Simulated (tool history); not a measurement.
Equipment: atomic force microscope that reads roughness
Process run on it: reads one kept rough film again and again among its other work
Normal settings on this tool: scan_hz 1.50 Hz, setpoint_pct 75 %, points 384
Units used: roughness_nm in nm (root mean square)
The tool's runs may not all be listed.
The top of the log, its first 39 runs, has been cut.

run    hour  scan_hz  setpoint_pct  points  roughness_nm
 40  2197.8     1.30            62     337         2.217
     2248.7  -- new tip fitted
 41  2276.8     1.30            62     337         2.209
 42  2318.9     1.90            73     571         2.054
 43  2382.1     0.87            73     571         2.195
     2426.2  -- new tip fitted
 44  2426.2     2.45            72     476         1.986
 45  2458.9     2.45            63     308         2.105
 46  2509.2     3.83            63     769         2.014
 47  2563.0     3.83            63     769         2.017
     2603.4  -- new tip fitted
 48  2606.4     2.28            75     384         1.962
 49  2650.9     1.50            63     384         2.181
 50  2718.5     1.50            62     384         2.184
 51  2765.7     1.50            62     384         2.213
     2781.5  -- new tip fitted
 52  2820.6     2.17            63     480         2.151

Predict each of these 4 candidate next runs independently; none follows another, all start after run 52:
  A  2880.5     1.15            62     640             ?
  B  2880.5     2.11            66     480             ?
  C  2880.5     0.54            58     625             ?
  D  2880.5     1.96            56     461             ?

run  roughness_nm
  A         2.237
  B         2.112
  C         2.317
  D         2.219
Had the tool no hidden state, the same runs would have come out as:
run  roughness_nm
  A         2.240
  B         2.114
  C         2.320
  D         2.222
